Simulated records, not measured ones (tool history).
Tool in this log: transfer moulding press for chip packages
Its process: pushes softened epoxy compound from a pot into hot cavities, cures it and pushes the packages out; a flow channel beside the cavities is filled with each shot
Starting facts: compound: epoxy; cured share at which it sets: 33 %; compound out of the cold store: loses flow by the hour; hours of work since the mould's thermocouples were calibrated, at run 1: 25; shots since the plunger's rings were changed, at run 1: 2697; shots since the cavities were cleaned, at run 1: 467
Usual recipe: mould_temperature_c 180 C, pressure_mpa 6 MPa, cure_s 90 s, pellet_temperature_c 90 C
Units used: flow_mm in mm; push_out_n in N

run,hour,mould_temperature_c,pressure_mpa,cure_s,pellet_temperature_c,hours of work since the mould's thermocouples were calibrated,shots since the plunger's rings were changed,shots since the cavities were cleaned,incoming compound's hours out of the cold store,flow_mm,push_out_n
1,0,180,6,90,90,25,2697,467,41.3,612,735
# hour 19.7: cavities cleaned with cleaning compound and waxed
2,26.3,180,6,90,90,43,3030,88,28.3,634,596
3,39.4,180,6,88,90,52,3207,265,21.2,650,761
4,68.4,180,6,89,90,73,3597,655,36.5,611,831
# hour 75.5: cavities cleaned with cleaning compound and waxed
5,92.6,180,6,89,90,89,3901,230,25.4,630,681
6,114.2,180,6,90,90,105,4192,521,8.4,658,797
# hour 131: cavities cleaned with cleaning compound and waxed
7,134.2,180,6,90,90,118,4441,43,19.4,631,594
# hour 143.2: plunger's sealing rings changed
8,157.5,180,6,90,90,133,192,322,26.1,657,700
9,170.1,180,6,90,90,142,362,492,14.7,692,755
# hour 189.8: cavities cleaned with cleaning compound and waxed
10,200.3,180,6,90,90,162,748,142,12.1,692,638
11,226.2,179,6,90,90,181,1096,490,47.9,621,804
12,239.6,180,6,90,90,191,1275,669,11.6,684,817
# hour 244.1: cavities cleaned with cleaning compound and waxed
13,267.3,180,6,95,90,209,1628,312,37.9,630,673
14,287.2,180,6,90,88,224,1895,579,37.6,626,791
# hour 299.4: cavities cleaned with cleaning compound and waxed
15,305.2,181,6.71,123,91,235,2117,78,32.1,664,482
16,327.7,180,6.71,90,85,252,2419,380,12,711,779
17,349,186,6,71,90,267,2706,667,10.1,662,913
# hour 355: cavities cleaned with cleaning compound and waxed
18,372.4,186,6,71,90,283,3000,234,25.2,628,723
19,401.7,176,6,71,88,304,3394,628,10.6,679,1905
# hour 409.2: cavities cleaned with cleaning compound and waxed
20,423.3,180,5.42,90,96,318,3664,190,36.3,586,598
21,436.4,180,6.78,122,96,327,3840,366,47.2,630,588
22,455.8,180,4.67,122,93,341,4101,627,46,515,669
# hour 466: cavities cleaned with cleaning compound and waxed
# hour 487.3: mould's thermocouples calibrated
23,487.3,185,6,86,90,0,4477,260,44,580,606
# hour 492.9: plunger's sealing rings changed
24,516.8,187,4.61,82,98,19,322,623,13.1,595,680
# hour 525.1: cavities cleaned with cleaning compound and waxed
25,543,187,4.61,82,98,37,655,241,40.1,542,585
26,558.5,184,6,90,90,48,862,448,21.2,659,676
# hour 581.8: cavities cleaned with cleaning compound and waxed
27,591.1,180,5.92,90,90,70,1280,125,21.3,660,629
28,621.3,184,5.99,90,92,92,1686,531,45.2,608,673

Below, each run's measurement less what the same run would have read without the hidden state. Both values contain the same run-to-run variation, but the gauge's scatter may not be the same in both:
The tool's hidden condition here consists of: true mould temperature over the reading, C; pressure that reaches the compound, % of what is set; grip of the stained cavities, % over clean ones'; drift of the gauge itself on flow_mm, %; drift of the gauge itself on push_out_n, %.
run,flow_mm,push_out_n
1,-30,+219
2,-34,+63
3,-37,+170
4,-40,+288
5,-45,+135
6,-51,+247
7,-51,+35
8,-3,+167
9,-5,+225
10,-9,+88
11,-12,+242
12,-15,+278
13,-18,+160
14,-21,+253
15,-24,+48
16,-31,+201
17,-32,+310
18,-34,+136
19,-42,+607
20,-38,+97
21,-44,+160
22,-39,+230
23,-45,+139
24,-3,+241
25,-6,+121
26,-8,+202
27,-13,+91
28,-17,+221
